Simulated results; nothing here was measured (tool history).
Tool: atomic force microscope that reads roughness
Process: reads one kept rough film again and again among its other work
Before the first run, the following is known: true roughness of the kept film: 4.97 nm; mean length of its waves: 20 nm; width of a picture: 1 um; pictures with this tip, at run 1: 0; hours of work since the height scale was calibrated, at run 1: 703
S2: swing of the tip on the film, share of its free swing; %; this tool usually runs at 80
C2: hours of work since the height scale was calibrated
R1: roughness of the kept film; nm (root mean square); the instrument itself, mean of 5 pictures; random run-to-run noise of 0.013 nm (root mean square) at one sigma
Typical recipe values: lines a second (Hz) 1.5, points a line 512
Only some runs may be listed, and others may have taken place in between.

Run 1, hour 0: usual settings; pictures with this tip 0; C2 703. Result: R1 3.083 nm (root mean square).
Run 2, hour 27.5: usual settings; pictures with this tip 34; C2 721. Result: R1 2.923 nm (root mean square).
Run 3, hour 74.1: usual settings; pictures with this tip 92; C2 751. Result: R1 2.703 nm (root mean square).
Run 4, hour 115.3: usual settings but S2 61 %; pictures with this tip 143; C2 778. Result: R1 2.664 nm (root mean square).
Run 5, hour 150.2: usual settings but S2 72 %; pictures with this tip 186; C2 800. Result: R1 2.46 nm (root mean square).
Run 6, hour 192.7: usual settings but lines a second (Hz) 0.58; pictures with this tip 238; C2 828. Result: R1 2.388 nm (root mean square).
Run 7, hour 235.9: usual settings but lines a second (Hz) 0.58; pictures with this tip 292; C2 856. Result: R1 2.24 nm (root mean square).
At hour 257.8: new tip fitted.
Run 8, hour 262.5: usual settings but lines a second (Hz) 0.58; pictures with this tip 6; C2 873. Result: R1 3.132 nm (root mean square).
Run 9, hour 289.4: usual settings but lines a second (Hz) 0.58; pictures with this tip 39; C2 890. Result: R1 3.002 nm (root mean square).
Run 10, hour 334: usual settings but lines a second (Hz) 0.58; pictures with this tip 94; C2 919. Result: R1 2.797 nm (root mean square).
Run 11, hour 383.6: usual settings but lines a second (Hz) 0.58; pictures with this tip 156; C2 951. Result: R1 2.536 nm (root mean square).
Run 12, hour 421.3: usual settings but lines a second (Hz) 0.58, points a line 466; pictures with this tip 202; C2 975. Result: R1 2.423 nm (root mean square).
Run 13, hour 445.7: usual settings but lines a second (Hz) 0.58, points a line 466; pictures with this tip 232; C2 991. Result: R1 2.348 nm (root mean square).
Run 14, hour 503.1: usual settings but lines a second (Hz) 0.58, S2 63 %, points a line 466; pictures with this tip 303; C2 1028. Result: R1 2.216 nm (root mean square).
At hour 514.4: new tip fitted.
Run 15, hour 538.7: usual settings but lines a second (Hz) 2.91, S2 63 %, points a line 466; pictures with this tip 30; C2 1051. Result: R1 2.979 nm (root mean square).
Run 16, hour 562.7: usual settings but lines a second (Hz) 2.91, S2 63 %, points a line 466; pictures with this tip 59; C2 1067. Result: R1 2.86 nm (root mean square).
Run 17, hour 601.5: usual settings but lines a second (Hz) 1.25, S2 85 %, points a line 474; pictures with this tip 107; C2 1092. Result: R1 2.613 nm (root mean square).
Run 18, hour 639.1: usual settings but lines a second (Hz) 1.25, S2 76 %, points a line 355; pictures with this tip 154; C2 1116. Result: R1 2.513 nm (root mean square).
Run 19, hour 677.6: usual settings but lines a second (Hz) 2.08, points a line 668; pictures with this tip 201; C2 1141. Result: R1 2.309 nm (root mean square).
Run 20, hour 721.8: usual settings but lines a second (Hz) 2.91, points a line 982; pictures with this tip 256; C2 1170. Result: R1 2.118 nm (root mean square).
At hour 773.6: new tip fitted.
Run 21, hour 777.4: usual settings but lines a second (Hz) 2.91, points a line 982; pictures with this tip 5; C2 1205. Result: R1 2.847 nm (root mean square).
Run 22, hour 826.1: usual settings but lines a second (Hz) 0.75, S2 62 %, points a line 898; pictures with this tip 65; C2 1237. Result: R1 2.911 nm (root mean square).
Run 23, hour 868.7: usual settings but lines a second (Hz) 0.75, S2 62 %, points a line 898; pictures with this tip 118; C2 1264. Result: R1 2.683 nm (root mean square).
Run 24, hour 915.1: usual settings but lines a second (Hz) 0.75, S2 62 %, points a line 898; pictures with this tip 175; C2 1294. Result: R1 2.529 nm (root mean square).
Run 25, hour 950.3: usual settings but lines a second (Hz) 0.75, S2 62 %, points a line 898; pictures with this tip 219; C2 1317. Result: R1 2.427 nm (root mean square).
Run 26, hour 973.9: usual settings but lines a second (Hz) 0.75, S2 62 %, points a line 898; pictures with this tip 248; C2 1332. Result: R1 2.356 nm (root mean square).
Run 27, hour 998.3: usual settings but lines a second (Hz) 0.61, S2 71 %, points a line 787; pictures with this tip 278; C2 1348. Result: R1 2.248 nm (root mean square).
At hour 1028.5: new tip fitted.
Run 28, hour 1038.4: usual settings but lines a second (Hz) 0.61, S2 71 %, points a line 787; pictures with this tip 12; C2 1374. Result: R1 3.183 nm (root mean square).
Run 29, hour 1075.2: usual settings but lines a second (Hz) 3.54, S2 71 %, points a line 744; pictures with this tip 57; C2 1398. Result: R1 2.76 nm (root mean square).

Some steps in R1, run to run, broken into two amounts with sign: the step expected even without the hidden condition (settings, incoming material, random variation), and the rest, left for the hidden condition together with whatever gauge scatter is not in both the measured and the hidden-condition-free result:
Hidden state at play: radius of the tip, nm; height scale over the true one, %; drift of the gauge itself on roughness_nm, %.
Run 7 -> 8: new tip fitted. R1 +0.892 nm (root mean square): hidden state +0.879, all else +0.013.
Run 27 -> 28: new tip fitted. R1 +0.935 nm (root mean square): hidden state +0.903, all else +0.032.

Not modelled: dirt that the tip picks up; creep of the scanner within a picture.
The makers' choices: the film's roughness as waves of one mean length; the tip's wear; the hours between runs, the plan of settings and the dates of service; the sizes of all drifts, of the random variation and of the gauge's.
